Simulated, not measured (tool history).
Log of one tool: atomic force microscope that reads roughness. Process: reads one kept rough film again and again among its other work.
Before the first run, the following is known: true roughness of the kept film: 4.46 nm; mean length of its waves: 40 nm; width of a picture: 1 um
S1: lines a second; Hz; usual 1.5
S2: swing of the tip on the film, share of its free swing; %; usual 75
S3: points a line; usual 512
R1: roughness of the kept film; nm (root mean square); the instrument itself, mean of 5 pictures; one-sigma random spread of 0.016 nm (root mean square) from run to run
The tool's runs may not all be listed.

run	day	S1	S2	S3	R1
1	0	1.5	75	512	3.843
2	3.496	1.5	75	512	3.816
3	6.688	1.5	75	362	3.801
4	9.871	1.1	75	512	3.92
5	13.062	1.5	75	619	3.837
6	15.854	1.5	75	619	3.816
7	18.338	1.5	67	512	3.951
8	21.938	1.5	67	512	3.965
9	25.55	1.5	67	512	3.95
10	28.25	1.5	75	897	3.836
11	31.783	1.5	75	512	3.826
12	35.483	1.5	75	512	3.834
13	38.346	1.5	75	512	3.875
14	40.908	1.5	69	512	3.926
15	43.342	1.5	69	512	3.939
16	44.988	1.5	75	617	3.825
17	47.642	1.5	75	617	3.835
18	51.167	1.5	74	512	3.846
19	53.979	1.5	74	512	3.845
20	56.417	1.5	74	512	3.823
21	58.317	1.5	74	512	3.844
22	61.1	1.5	74	512	3.855
23	63.704	1.5	75	798	3.854
24	66.183	1.5	75	798	3.869
25	68.517	1.5	75	798	3.844
26	70.346	1.5	75	798	3.833
27	74.054	1.47	75	292	3.805
28	76.708	0.63	70	727	4.04
29	79.362	0.63	70	727	4.104
30	81.546	0.63	70	434	4.089
31	84.417	3.32	75	864	3.45
32	86.846	1.44	57	745	4.115
33	89.458	3.24	89	261	2.912
34	91.617	3.24	89	261	2.924
35	95.129	1.5	87	356	3.552
36	97.483	1.88	68	402	3.871
37	100.667	1.1	57	402	4.134
38	104.288	1.1	57	402	4.09
39	106.75	1.1	57	402	4.104
40	109.283	1.82	75	989	3.737
41	112.762	0.77	64	882	4.109
42	116.292	0.77	64	882	4.117
43	119.05	0.77	64	882	4.099
44	121.458	2.45	64	882	3.868
45	123.588	2.45	64	882	3.904
46	126.954	1.41	76	593	3.825
47	129.204	3.76	78	341	3.264
48	131.246	3.76	78	341	3.233
49	133.404	1.94	75	607	3.735
50	135.271	1.94	75	349	3.742
51	138.812	0.66	75	519	4.028
52	140.717	1.5	65	990	4.019

The log once held 16 entries between its listed runs, left out of this copy. Where does each go, and what is different about the tool's unlogged condition between the listed run before it and the listed run after it?
Between runs 2 and 3: new tip fitted (day 4.012)
  radius of the tip, nm: 5.3 -> 5.1
Between runs 4 and 5: new tip fitted (day 13.062)
  radius of the tip, nm: 5.3 -> 5; height scale over the true one, %: 0.02 -> 0.03
Between runs 8 and 9: new tip fitted (day 22.238)
  radius of the tip, nm: 5.4 -> 5.2
Between runs 10 and 11: new tip fitted (day 31.496)
  radius of the tip, nm: 5.3 -> 5; height scale over the true one, %: 0.04 -> 0.05
Between runs 13 and 14: new tip fitted (day 40.754)
  radius of the tip, nm: 5.3 -> 5; height scale over the true one, %: 0.05 -> 0.06
Between runs 17 and 18: new tip fitted (day 49.925)
  radius of the tip, nm: 5.3 -> 5.1; height scale over the true one, %: 0.06 -> 0.07
Between runs 21 and 22: new tip fitted (day 59.042)
  radius of the tip, nm: 5.4 -> 5.1; height scale over the true one, %: 0.07 -> 0.08
Between runs 24 and 25: new tip fitted (day 68.221)
  radius of the tip, nm: 5.3 -> 5
Between runs 28 and 29: new tip fitted (day 77.425)
  radius of the tip, nm: 5.4 -> 5.1; height scale over the true one, %: 0.09 -> 0.1
Between runs 31 and 32: new tip fitted (day 86.596)
  radius of the tip, nm: 5.3 -> 5
Between runs 35 and 36: new tip fitted (day 95.667)
  radius of the tip, nm: 5.4 -> 5.1
Between runs 38 and 39: new tip fitted (day 104.883)
  radius of the tip, nm: 5.4 -> 5.1
Between runs 40 and 41: height scale calibrated on a step standard (day 112.475)
  radius of the tip, nm: 5.2 -> 5.3; height scale over the true one, %: 0.13 -> 0
Between runs 41 and 42: new tip fitted (day 114.133)
  radius of the tip, nm: 5.3 -> 5.1; height scale over the true one, %: 0 -> 0.01
Between runs 44 and 45: new tip fitted (day 123.35)
  radius of the tip, nm: 5.3 -> 5
Between runs 48 and 49: new tip fitted (day 132.521)
  radius of the tip, nm: 5.3 -> 5

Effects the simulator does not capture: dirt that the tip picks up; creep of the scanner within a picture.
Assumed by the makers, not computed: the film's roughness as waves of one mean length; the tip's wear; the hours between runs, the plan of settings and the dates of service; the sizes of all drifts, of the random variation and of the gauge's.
